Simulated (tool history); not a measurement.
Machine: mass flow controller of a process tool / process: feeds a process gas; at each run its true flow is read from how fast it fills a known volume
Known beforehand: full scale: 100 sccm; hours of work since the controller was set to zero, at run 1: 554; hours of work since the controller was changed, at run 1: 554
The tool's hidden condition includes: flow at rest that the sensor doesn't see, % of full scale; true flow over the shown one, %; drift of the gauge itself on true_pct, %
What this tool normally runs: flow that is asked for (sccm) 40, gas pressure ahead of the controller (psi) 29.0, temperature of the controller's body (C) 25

run,day,flow that is asked for (sccm),gas pressure ahead of the controller (psi),temperature of the controller's body (C),hours of work since the controller was set to zero,hours of work since the controller was changed,true flow (%)
1,0.000,40,29.0,25,554,554,99.21
2,13.488,40,29.0,25,717,717,99.24
3,22.625,40,29.0,25,826,826,99.19
4,31.379,40,29.0,25,932,932,99.13
5,37.788,40,29.0,25,1009,1009,99.26
6,45.442,40,29.0,25,1101,1101,99.25
7,54.658,35,29.0,25,1211,1211,99.02
8,68.608,40,29.0,25,1379,1379,99.20
9,77.800,40,29.0,25,1490,1490,99.18
10,89.933,40,29.0,25,1635,1635,99.23
11,98.067,40,29.0,25,1733,1733,99.08
12,108.712,10,29.0,25,1861,1861,98.92
13,118.208,10,29.0,25,1975,1975,98.69
14,129.308,10,29.0,25,2109,2109,98.77
15,139.558,10,29.0,25,2232,2232,98.65
16,147.321,67,29.0,25,2325,2325,99.63
17,159.808,67,29.0,25,2475,2475,99.65
18,167.438,23,29.0,25,2567,2567,98.94
19,179.379,23,29.0,25,2711,2711,98.97
20,192.925,40,29.0,29,2873,2873,99.53
21,206.712,40,29.0,29,3039,3039,99.43
22,214.642,40,29.0,25,3134,3134,99.33
23,226.908,40,29.0,25,3282,3282,99.19
24,237.479,40,29.0,25,3409,3409,99.23
25,250.888,40,29.0,31,3570,3570,99.67
26,258.592,23,38.4,38,3663,3663,100.14
27,271.958,13,30.3,31,3823,3823,99.37
28,282.804,49,30.3,21,3954,3954,99.08
29,293.883,49,30.3,21,4087,4087,99.01
30,300.846,40,23.6,34,4170,4170,99.83
31,309.783,40,25.8,25,4278,4278,99.04
32,322.162,31,26.8,24,4427,4427,98.94
33,331.250,31,26.8,24,4536,4536,98.93
34,339.838,31,26.8,24,4639,4639,98.93
35,351.404,18,27.3,25,4778,4778,98.90
36,360.512,45,37.4,29,4888,4888,99.75
37,367.554,45,37.4,29,4972,4972,99.80
38,380.421,50,31.9,29,5127,5127,99.85
39,386.350,50,31.9,29,5198,5198,99.80
40,394.683,40,23.1,22,5298,5298,98.87
41,408.254,40,23.1,22,5461,5461,98.81
42,418.292,40,31.5,37,5582,5582,100.24
43,427.246,12,30.6,35,5690,5690,99.67
44,433.971,33,24.2,25,5771,5771,99.03
45,447.258,37,29.0,26,5930,5930,99.34
46,456.525,37,29.0,26,6042,6042,99.20
47,465.479,37,29.0,26,6149,6149,99.15
48,471.404,45,35.5,26,6221,6221,99.43
49,479.129,45,35.5,26,6313,6313,99.63
50,488.646,40,26.4,35,6428,6428,99.96

What if the next run were any one of these 3? Each begins from the tool's condition after run 50:
A,498.829,40,28.7,34,6550,6550,?
B,498.829,10,21.0,26,6550,6550,?
C,498.829,40,36.8,36,6550,6550,?

run,true flow (%)
A,99.88
B,98.76
C,100.32
Stripped of hidden state, with their random variation kept, the same runs would have yielded:
run,true flow (%)
A,99.86
B,98.72
C,100.31
